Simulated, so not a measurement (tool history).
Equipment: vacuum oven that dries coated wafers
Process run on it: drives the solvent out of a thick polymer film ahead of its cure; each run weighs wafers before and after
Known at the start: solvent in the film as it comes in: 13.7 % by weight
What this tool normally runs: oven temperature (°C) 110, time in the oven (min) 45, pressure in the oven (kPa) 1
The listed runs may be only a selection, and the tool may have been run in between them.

run	hour	oven temperature (°C)	time in the oven (min)	pressure in the oven (kPa)	solvent left in the film (%)
1	0	110	45	1	1.84
2	7.8	110	26	1	3.81
3	20.3	110	26	1	3.86
4	27.2	110	26	1	3.8
5	42.1	119	26	1	2.24
6	55.2	102	26	1	5.34
7	62.6	110	45	1	1.8
8	75.3	118	45	1	0.88
9	82.6	118	45	1	0.88
10	97.5	118	45	1	0.86
11	104.8	118	45	1	0.91
12	113.6	110	45	1	1.78
13	122.5	110	45	1	1.87
14	135.9	110	25	1	4
15	150.5	110	45	1	1.79
16	159	110	45	1	1.84
17	170.9	110	45	1	1.84
18	183	110	45	1	1.83
19	194.7	110	45	1	1.86
20	201.2	100	45	0.62	3.46
21	208.8	100	45	0.62	3.42
22	217.8	100	45	3.61	4.2
23	227.8	99	45	3.87	4.46
24	237	97	66	1.47	2.82
25	251.2	114	66	1.47	0.64
26	260.4	114	54	1.47	1.01
27	268.6	119	54	2.42	0.77
28	283	120	47	0.89	0.63
29	290.2	97	66	0.95	2.68
30	299.3	97	66	0.95	2.71
31	312.5	110	55	3.44	1.72
32	323.4	110	55	3.44	1.75
33	331.3	110	55	3.44	1.75
34	341.7	110	55	3.44	1.81
35	351	104	30	1.14	4.42
36	365.1	104	30	1.14	4.37
37	372.7	115	45	1.39	1.24

What if the next run were any one of these 4? Each begins from the tool's condition after run 37:
A	384.5	115	63	1.23	?
B	384.5	111	45	1.39	?
C	384.5	108	45	0.64	?
D	384.5	121	80	1	?

run	solvent left in the film (%)
A	0.62
B	1.8
C	2.06
D	0.23
With the hidden condition removed and each run's random variation left untouched, the same runs would have given:
run	solvent left in the film (%)
A	0.61
B	1.79
C	2.04
D	0.23
